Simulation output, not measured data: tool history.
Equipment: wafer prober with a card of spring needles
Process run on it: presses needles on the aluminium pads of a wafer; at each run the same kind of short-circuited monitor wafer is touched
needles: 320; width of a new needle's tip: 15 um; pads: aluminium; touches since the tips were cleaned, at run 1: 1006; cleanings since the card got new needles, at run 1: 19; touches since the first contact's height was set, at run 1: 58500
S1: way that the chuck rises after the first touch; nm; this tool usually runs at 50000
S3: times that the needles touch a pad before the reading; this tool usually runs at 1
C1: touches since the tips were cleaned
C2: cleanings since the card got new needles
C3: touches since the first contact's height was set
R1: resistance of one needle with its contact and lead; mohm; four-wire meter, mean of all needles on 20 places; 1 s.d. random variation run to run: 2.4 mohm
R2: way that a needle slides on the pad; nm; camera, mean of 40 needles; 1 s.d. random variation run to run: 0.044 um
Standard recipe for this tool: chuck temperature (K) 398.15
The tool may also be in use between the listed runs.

{"run": 1, "day": 0.0, "S1": 50000, "chuck temperature (K)": 398.15, "S3": 1, "C1": 1006, "C2": 19, "C3": 58500, "R1": 281, "R2": 10250}
{"day": 0.212, "done": "tips cleaned on abrasive film"}
{"day": 0.525, "done": "tips cleaned on abrasive film"}
{"run": 2, "day": 0.621, "S1": 50000, "chuck temperature (K)": 398.15, "S3": 1, "C1": 863, "C2": 21, "C3": 64007, "R1": 280, "R2": 10240}
{"day": 0.838, "done": "tips cleaned on abrasive film"}
{"day": 1.158, "done": "tips cleaned on abrasive film"}
{"run": 3, "day": 1.158, "S1": 50000, "chuck temperature (K)": 350.15, "S3": 1, "C1": 0, "C2": 23, "C3": 68774, "R1": 263, "R2": 10180}
{"day": 1.462, "done": "tips cleaned on abrasive film"}
{"run": 4, "day": 1.529, "S1": 50000, "chuck temperature (K)": 350.15, "S3": 1, "C1": 594, "C2": 24, "C3": 72062, "R1": 263, "R2": 10230}
{"day": 1.767, "done": "tips cleaned on abrasive film"}
{"run": 5, "day": 1.871, "S1": 50000, "chuck temperature (K)": 398.15, "S3": 1, "C1": 921, "C2": 25, "C3": 75093, "R1": 280, "R2": 10230}
{"day": 2.071, "done": "tips cleaned on abrasive film"}
{"day": 2.362, "done": "tips cleaned on abrasive film"}
{"run": 6, "day": 2.412, "S1": 50000, "chuck temperature (K)": 398.15, "S3": 1, "C1": 454, "C2": 27, "C3": 79880, "R1": 280, "R2": 10290}
{"day": 2.662, "done": "tips cleaned on abrasive film"}
{"run": 7, "day": 2.775, "S1": 50000, "chuck temperature (K)": 398.15, "S3": 1, "C1": 1004, "C2": 28, "C3": 83126, "R1": 284, "R2": 10170}
{"day": 2.983, "done": "tips cleaned on abrasive film"}
{"run": 8, "day": 3.154, "S1": 42000, "chuck temperature (K)": 398.15, "S3": 1, "C1": 1552, "C2": 29, "C3": 86491, "R1": 280, "R2": 8600}
{"day": 3.312, "done": "tips cleaned on abrasive film"}
{"run": 9, "day": 3.421, "S1": 62000, "chuck temperature (K)": 398.15, "S3": 1, "C1": 996, "C2": 30, "C3": 88865, "R1": 274, "R2": 12580}
{"day": 3.608, "done": "tips cleaned on abrasive film"}
{"run": 10, "day": 3.758, "S1": 62000, "chuck temperature (K)": 398.15, "S3": 1, "C1": 1371, "C2": 31, "C3": 91854, "R1": 275, "R2": 12680}
{"day": 3.925, "done": "tips cleaned on abrasive film"}
{"run": 11, "day": 4.192, "S1": 62000, "chuck temperature (K)": 398.15, "S3": 1, "C1": 2389, "C2": 32, "C3": 95690, "R1": 279, "R2": 12650}
{"day": 4.246, "done": "tips cleaned on abrasive film"}
{"run": 12, "day": 4.45, "S1": 50000, "chuck temperature (K)": 305.15, "S3": 1, "C1": 1836, "C2": 33, "C3": 98001, "R1": 251, "R2": 10270}
{"day": 4.579, "done": "tips cleaned on abrasive film"}
{"run": 13, "day": 4.733, "S1": 50000, "chuck temperature (K)": 300.15, "S3": 1, "C1": 1394, "C2": 34, "C3": 100507, "R1": 250, "R2": 10180}
{"day": 4.879, "done": "tips cleaned on abrasive film"}
{"day": 5.217, "done": "tips cleaned on abrasive film"}
{"run": 14, "day": 5.242, "S1": 50000, "chuck temperature (K)": 398.15, "S3": 1, "C1": 219, "C2": 36, "C3": 104984, "R1": 280, "R2": 10190}
{"day": 5.508, "done": "tips cleaned on abrasive film"}
{"run": 15, "day": 5.675, "S1": 50000, "chuck temperature (K)": 398.15, "S3": 1, "C1": 1502, "C2": 37, "C3": 108864, "R1": 279, "R2": 10140}
{"day": 5.838, "done": "tips cleaned on abrasive film"}
{"day": 6.167, "done": "tips cleaned on abrasive film"}
{"run": 16, "day": 6.167, "S1": 50000, "chuck temperature (K)": 398.15, "S3": 1, "C1": 0, "C2": 39, "C3": 113191, "R1": 283, "R2": 10140}
{"day": 6.5, "done": "tips cleaned on abrasive film"}
{"run": 17, "day": 6.512, "S1": 50000, "chuck temperature (K)": 398.15, "S3": 1, "C1": 136, "C2": 40, "C3": 116280, "R1": 276, "R2": 10130}
{"day": 6.833, "done": "tips cleaned on abrasive film"}
{"run": 18, "day": 7.046, "S1": 39000, "chuck temperature (K)": 313.15, "S3": 3, "C1": 1879, "C2": 41, "C3": 121019, "R1": 262, "R2": 7850}
{"day": 7.138, "done": "tips cleaned on abrasive film"}
{"day": 7.429, "done": "tips cleaned on abrasive film"}
{"run": 19, "day": 7.654, "S1": 39000, "chuck temperature (K)": 313.15, "S3": 3, "C1": 2036, "C2": 43, "C3": 126438, "R1": 257, "R2": 7880}
{"day": 7.721, "done": "tips cleaned on abrasive film"}
{"day": 8.033, "done": "tips cleaned on abrasive film"}
{"run": 20, "day": 8.067, "S1": 62000, "chuck temperature (K)": 304.15, "S3": 1, "C1": 334, "C2": 45, "C3": 130080, "R1": 249, "R2": 12440}
{"day": 8.35, "done": "tips cleaned on abrasive film"}
{"run": 21, "day": 8.35, "S1": 62000, "chuck temperature (K)": 315.15, "S3": 1, "C1": 14, "C2": 46, "C3": 132574, "R1": 254, "R2": 12590}
{"day": 8.688, "done": "tips cleaned on abrasive film"}
{"run": 22, "day": 8.871, "S1": 37000, "chuck temperature (K)": 361.15, "S3": 2, "C1": 1650, "C2": 47, "C3": 137234, "R1": 279, "R2": 7430}
{"day": 8.983, "done": "tips cleaned on abrasive film"}
{"run": 23, "day": 9.171, "S1": 37000, "chuck temperature (K)": 361.15, "S3": 2, "C1": 1697, "C2": 48, "C3": 139872, "R1": 275, "R2": 7500}
{"day": 9.308, "done": "tips cleaned on abrasive film"}
{"run": 24, "day": 9.479, "S1": 42000, "chuck temperature (K)": 361.15, "S3": 2, "C1": 1538, "C2": 49, "C3": 142605, "R1": 272, "R2": 8440}
{"day": 9.596, "done": "tips cleaned on abrasive film"}
{"day": 9.796, "done": "height of the first contact set anew"}
{"day": 9.933, "done": "tips cleaned on abrasive film"}
{"run": 25, "day": 9.983, "S1": 31000, "chuck temperature (K)": 320.15, "S3": 2, "C1": 462, "C2": 51, "C3": 1666, "R1": 265, "R2": 6290}
{"day": 10.229, "done": "tips cleaned on abrasive film"}
{"run": 26, "day": 10.342, "S1": 42000, "chuck temperature (K)": 398.15, "S3": 2, "C1": 1025, "C2": 52, "C3": 4835, "R1": 282, "R2": 8420}
{"day": 10.521, "done": "tips cleaned on abrasive film"}
{"day": 10.858, "done": "tips cleaned on abrasive film"}
{"run": 27, "day": 10.988, "S1": 36000, "chuck temperature (K)": 350.15, "S3": 2, "C1": 1156, "C2": 54, "C3": 10553, "R1": 273, "R2": 7250}
{"day": 11.15, "done": "tips cleaned on abrasive film"}
{"day": 11.471, "done": "tips cleaned on abrasive film"}
{"run": 28, "day": 11.617, "S1": 50000, "chuck temperature (K)": 398.15, "S3": 2, "C1": 1309, "C2": 56, "C3": 16150, "R1": 277, "R2": 10160}
{"day": 11.788, "done": "tips cleaned on abrasive film"}
{"run": 29, "day": 11.954, "S1": 50000, "chuck temperature (K)": 398.15, "S3": 2, "C1": 1496, "C2": 57, "C3": 19140, "R1": 277, "R2": 10070}
{"day": 12.096, "done": "tips cleaned on abrasive film"}
{"run": 30, "day": 12.271, "S1": 40000, "chuck temperature (K)": 302.15, "S3": 1, "C1": 1599, "C2": 58, "C3": 21964, "R1": 256, "R2": 8070}
{"day": 12.417, "done": "tips cleaned on abrasive film"}
{"day": 12.733, "done": "tips cleaned on abrasive film"}
{"run": 31, "day": 12.8, "S1": 40000, "chuck temperature (K)": 302.15, "S3": 1, "C1": 615, "C2": 60, "C3": 26640, "R1": 255, "R2": 8090}

For run 32, what comes out?
{"day": 13.029, "done": "tips cleaned on abrasive film"}
{"run": 32, "day": 13.233, "S1": 50000, "chuck temperature (K)": 299.15, "S3": 2, "C1": 1818, "C2": 61, "C3": 30498, "R1": "?", "R2": "?"}

For run 32 the tool returned R1 246 mohm, R2 10150 nm.
Were there no unlogged condition in the tool, this run, its random variation unchanged, would have produced R1 246 mohm, R2 10320 nm.
